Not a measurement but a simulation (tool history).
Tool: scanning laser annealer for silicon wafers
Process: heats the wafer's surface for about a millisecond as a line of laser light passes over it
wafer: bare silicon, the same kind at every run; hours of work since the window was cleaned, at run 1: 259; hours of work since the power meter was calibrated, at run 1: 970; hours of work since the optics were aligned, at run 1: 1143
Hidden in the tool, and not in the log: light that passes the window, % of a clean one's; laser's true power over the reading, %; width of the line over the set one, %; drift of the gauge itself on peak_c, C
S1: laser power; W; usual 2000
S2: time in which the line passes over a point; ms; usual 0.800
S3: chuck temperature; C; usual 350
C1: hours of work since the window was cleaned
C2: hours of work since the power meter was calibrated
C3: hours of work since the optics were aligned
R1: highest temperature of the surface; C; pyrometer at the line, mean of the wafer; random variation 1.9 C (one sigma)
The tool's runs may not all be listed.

run     day    S1     S2   S3   C1    C2    C3    R1
  1   0.000  2000  0.800  350  259   970  1143  1157
  2   1.350  2000  0.800  350  282   993  1166  1157
  3   3.350  1765  0.800  350  316  1027  1200  1054
      3.838  -- window over the wafer cleaned
  4   5.446  2000  0.800  350   28  1062  1235  1179
  5   6.521  2000  0.721  350   46  1080  1253  1139
  6   8.633  2000  0.721  350   82  1117  1290  1140
  7  10.642  2000  0.800  338  117  1151  1324  1158
  8  12.183  2000  0.710  338  144  1178  1351  1111
     12.704  -- optics aligned, line set to its width
  9  13.458  1877  0.710  338  162  1196    13  1071
 10  15.508  1877  0.710  385  197  1231    48  1113
 11  17.338  2000  0.800  348  229  1263    80  1166
 12  19.558  2000  0.800  348  267  1301   118  1167
 13  21.762  2000  0.800  350  305  1339   156  1163
     22.929  -- window over the wafer cleaned
 14  23.425  2000  0.800  350    8  1366   183  1185
 15  24.804  2000  0.800  350   32  1390   207  1186
 16  25.721  2000  0.800  350   48  1405   222  1183
 17  27.158  2000  0.867  350   73  1430   247  1210
 18  29.150  2000  0.867  350  107  1464   282  1207
 19  31.308  2000  0.867  350  144  1502   319  1203
 20  32.271  2000  0.800  360  161  1518   335  1183
 21  34.321  2075  0.744  336  196  1553   370  1161
 22  36.208  1721  0.645  350  228  1586   403   986
 23  38.408  1721  0.645  350  266  1624   441   985
 24  39.988  2054  0.628  350  293  1651   468  1101
     41.808  -- window over the wafer cleaned
 25  41.808  2054  0.628  350    0  1681   498  1121
 26  43.575  2054  0.628  350   30  1711   528  1121
 27  45.442  2054  0.628  350   63  1743   560  1111
 28  47.621  2054  0.628  350  100  1781   598  1113
 29  49.062  2054  0.628  350  125  1806   623  1110
 30  50.183  1741  0.800  385  144  1825   642  1095
 31  51.658  1919  0.715  385  169  1850   667  1131
 32  53.654  1819  0.571  385  204  1884   701  1021
 33  55.367  1819  0.571  385  233  1914   731  1021
 34  57.117  1819  0.571  385  263  1944   761  1017
 35  58.600  1837  0.800  383  289  1970   787  1118
 36  60.483  1837  0.800  383  321  2002   819  1120
     60.742  -- window over the wafer cleaned
 37  61.767  1837  0.800  383   18  2023   840  1141
 38  63.746  1872  0.800  332   52  2057   874  1099
 39  65.558  2083  0.676  357   83  2088   905  1156
 40  67.346  2083  0.676  357  114  2119   936  1155

Hidden state at the last listed run before each entry between runs and at the first one after, where it differs:
Between runs 3 and 4: window over the wafer cleaned (day 3.838)
  light that passes the window, % of a clean one's: 96.88 -> 99.67; laser's true power over the reading, %: -0.16 -> -0.17; width of the line over the set one, %: 2.04 -> 2.09
  measured less the result without the state, R1: -34 -> -14 C
Between runs 8 and 9: optics aligned, line set to its width (day 12.704)
  light that passes the window, % of a clean one's: 98.55 -> 98.37; width of the line over the set one, %: 2.25 -> 0.21
  measured less the result without the state, R1: -24 -> -16 C
Between runs 13 and 14: window over the wafer cleaned (day 22.929)
  light that passes the window, % of a clean one's: 97.03 -> 99.84; laser's true power over the reading, %: -0.23 -> -0.24; width of the line over the set one, %: 0.41 -> 0.45
  measured less the result without the state, R1: -30 -> -6 C
Between runs 24 and 25: window over the wafer cleaned (day 41.808)
  light that passes the window, % of a clean one's: 97.19 -> 99.83; laser's true power over the reading, %: -0.3 -> -0.31; width of the line over the set one, %: 0.87 -> 0.91
  measured less the result without the state, R1: -30 -> -8 C
Between runs 36 and 37: window over the wafer cleaned (day 60.742)
  light that passes the window, % of a clean one's: 96.75 -> 99.63; width of the line over the set one, %: 1.37 -> 1.4
  measured less the result without the state, R1: -36 -> -12 C
